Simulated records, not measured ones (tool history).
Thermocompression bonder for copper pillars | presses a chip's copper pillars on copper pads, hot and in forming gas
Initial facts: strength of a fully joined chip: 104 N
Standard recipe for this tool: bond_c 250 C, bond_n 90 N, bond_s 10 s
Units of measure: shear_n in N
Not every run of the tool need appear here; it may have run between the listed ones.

run 1 hour=0.0 | bond_c=250 bond_n=90 bond_s=10 | shear_n=74.7
run 2 hour=9.2 | bond_c=250 bond_n=90 bond_s=10 | shear_n=76.1
run 3 hour=24.9 | bond_c=250 bond_n=90 bond_s=10 | shear_n=74.1
run 4 hour=33.6 | bond_c=250 bond_n=90 bond_s=10 | shear_n=73.4
run 5 hour=46.0 | bond_c=250 bond_n=90 bond_s=10 | shear_n=72.8
run 6 hour=61.9 | bond_c=250 bond_n=90 bond_s=10 | shear_n=73.4
run 7 hour=76.0 | bond_c=273 bond_n=90 bond_s=10 | shear_n=89.2
-- hour=81.5 forming gas filter changed
run 8 hour=89.8 | bond_c=273 bond_n=90 bond_s=10 | shear_n=90.3
run 9 hour=99.6 | bond_c=273 bond_n=90 bond_s=7 | shear_n=82.2
run 10 hour=118.9 | bond_c=273 bond_n=90 bond_s=7 | shear_n=82.3
run 11 hour=137.8 | bond_c=273 bond_n=90 bond_s=7 | shear_n=83.6
run 12 hour=152.3 | bond_c=273 bond_n=90 bond_s=7 | shear_n=84.5
run 13 hour=165.3 | bond_c=273 bond_n=90 bond_s=7 | shear_n=82.3
run 14 hour=177.4 | bond_c=273 bond_n=90 bond_s=7 | shear_n=84.1
run 15 hour=187.6 | bond_c=273 bond_n=90 bond_s=7 | shear_n=83.3
run 16 hour=204.3 | bond_c=273 bond_n=90 bond_s=7 | shear_n=81.6
run 17 hour=217.0 | bond_c=273 bond_n=90 bond_s=7 | shear_n=82.9
run 18 hour=230.6 | bond_c=273 bond_n=90 bond_s=7 | shear_n=83.2
run 19 hour=243.0 | bond_c=273 bond_n=90 bond_s=7 | shear_n=82.5
run 20 hour=255.6 | bond_c=273 bond_n=90 bond_s=7 | shear_n=82.1
run 21 hour=269.9 | bond_c=244 bond_n=94 bond_s=18 | shear_n=82.0
run 22 hour=280.3 | bond_c=244 bond_n=94 bond_s=18 | shear_n=82.2
run 23 hour=293.8 | bond_c=244 bond_n=94 bond_s=18 | shear_n=81.1
run 24 hour=314.4 | bond_c=251 bond_n=55 bond_s=23 | shear_n=66.9
run 25 hour=329.6 | bond_c=250 bond_n=64 bond_s=7 | shear_n=49.9
run 26 hour=350.2 | bond_c=261 bond_n=60 bond_s=5 | shear_n=50.3
-- hour=365.3 forming gas filter changed
run 27 hour=369.4 | bond_c=261 bond_n=60 bond_s=5 | shear_n=48.4
run 28 hour=384.1 | bond_c=261 bond_n=60 bond_s=5 | shear_n=48.2
run 29 hour=404.2 | bond_c=255 bond_n=60 bond_s=12 | shear_n=60.7
run 30 hour=418.7 | bond_c=275 bond_n=90 bond_s=10 | shear_n=89.5
run 31 hour=434.5 | bond_c=250 bond_n=90 bond_s=20 | shear_n=85.9
run 32 hour=455.2 | bond_c=264 bond_n=95 bond_s=26 | shear_n=96.8
run 33 hour=469.0 | bond_c=264 bond_n=95 bond_s=26 | shear_n=96.5
run 34 hour=486.6 | bond_c=264 bond_n=79 bond_s=16 | shear_n=86.0
run 35 hour=498.5 | bond_c=276 bond_n=90 bond_s=10 | shear_n=89.2
run 36 hour=515.7 | bond_c=248 bond_n=97 bond_s=26 | shear_n=92.2
run 37 hour=524.6 | bond_c=241 bond_n=91 bond_s=10 | shear_n=68.3
run 38 hour=541.9 | bond_c=241 bond_n=91 bond_s=10 | shear_n=67.9
run 39 hour=559.8 | bond_c=241 bond_n=91 bond_s=10 | shear_n=68.2

Here are 5 independent what-if runs from the current tool condition. What would each one return?
run A hour=570.5 | bond_c=231 bond_n=129 bond_s=10 | shear_n=?
run B hour=570.5 | bond_c=250 bond_n=90 bond_s=18 | shear_n=?
run C hour=570.5 | bond_c=241 bond_n=125 bond_s=10 | shear_n=?
run D hour=570.5 | bond_c=250 bond_n=68 bond_s=15 | shear_n=?
run E hour=570.5 | bond_c=268 bond_n=95 bond_s=10 | shear_n=?

run=A shear_n=78.1
run=B shear_n=83.8
run=C shear_n=84.6
run=D shear_n=68.1
run=E shear_n=87.0
Had the tool no hidden state, the same runs would have come out as:
run=A shear_n=78.5
run=B shear_n=84.1
run=C shear_n=84.9
run=D shear_n=68.4
run=E shear_n=87.3
